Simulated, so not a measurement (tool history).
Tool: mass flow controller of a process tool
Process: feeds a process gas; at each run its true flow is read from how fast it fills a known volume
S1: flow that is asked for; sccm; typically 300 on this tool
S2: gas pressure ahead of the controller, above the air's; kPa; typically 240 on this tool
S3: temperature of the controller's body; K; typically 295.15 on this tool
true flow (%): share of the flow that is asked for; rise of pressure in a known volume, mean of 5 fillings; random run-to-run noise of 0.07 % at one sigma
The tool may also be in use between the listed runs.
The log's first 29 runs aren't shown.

run 30 hour=11338.8 | S1=207 S2=240 S3=301.15 | true_flow_(%)=95.28
run 31 hour=11782 | S1=294 S2=245 S3=294.15 | true_flow_(%)=95.73
run 32 hour=12319.7 | S1=300 S2=191 S3=296.15 | true_flow_(%)=95.51
run 33 hour=12749.7 | S1=137 S2=143 S3=300.15 | true_flow_(%)=92.5
run 34 hour=13038.8 | S1=138 S2=195 S3=304.15 | true_flow_(%)=92.91
-- hour=13189.9 controller's zero set anew
run 35 hour=13534.3 | S1=138 S2=195 S3=304.15 | true_flow_(%)=97.08
run 36 hour=13805.6 | S1=138 S2=195 S3=304.15 | true_flow_(%)=97.02
run 37 hour=14095.7 | S1=365 S2=195 S3=298.15 | true_flow_(%)=97.49
run 38 hour=14624.3 | S1=77 S2=152 S3=309.15 | true_flow_(%)=95.97
run 39 hour=14956.6 | S1=367 S2=209 S3=305.15 | true_flow_(%)=97.93
run 40 hour=15436 | S1=83 S2=222 S3=294.15 | true_flow_(%)=94.28
run 41 hour=15777.5 | S1=83 S2=222 S3=294.15 | true_flow_(%)=94.1
run 42 hour=16175.4 | S1=179 S2=171 S3=310.15 | true_flow_(%)=96.48
run 43 hour=16540.3 | S1=230 S2=240 S3=295.15 | true_flow_(%)=95.74
run 44 hour=16994.2 | S1=61 S2=200 S3=295.15 | true_flow_(%)=91.89
run 45 hour=17296 | S1=468 S2=168 S3=301.15 | true_flow_(%)=97.27
run 46 hour=17580.8 | S1=51 S2=230 S3=295.15 | true_flow_(%)=90.58
run 47 hour=17854.2 | S1=51 S2=230 S3=296.15 | true_flow_(%)=90.25
run 48 hour=18270.2 | S1=65 S2=157 S3=295.15 | true_flow_(%)=90.78

Branching from run 48: 4 alternative next runs. What would each branch give?
run A hour=18583.6 | S1=170 S2=172 S3=311.15 | true_flow_(%)=?
run B hour=18583.6 | S1=65 S2=141 S3=295.15 | true_flow_(%)=?
run C hour=18583.6 | S1=348 S2=141 S3=306.15 | true_flow_(%)=?
run D hour=18583.6 | S1=216 S2=157 S3=295.15 | true_flow_(%)=?

run=A true_flow_(%)=95.24
run=B true_flow_(%)=90.48
run=C true_flow_(%)=96.5
run=D true_flow_(%)=94.5
With no hidden state in the tool, these same runs would have given:
run=A true_flow_(%)=99.56
run=B true_flow_(%)=97.75
run=C true_flow_(%)=99.89
run=D true_flow_(%)=98.44

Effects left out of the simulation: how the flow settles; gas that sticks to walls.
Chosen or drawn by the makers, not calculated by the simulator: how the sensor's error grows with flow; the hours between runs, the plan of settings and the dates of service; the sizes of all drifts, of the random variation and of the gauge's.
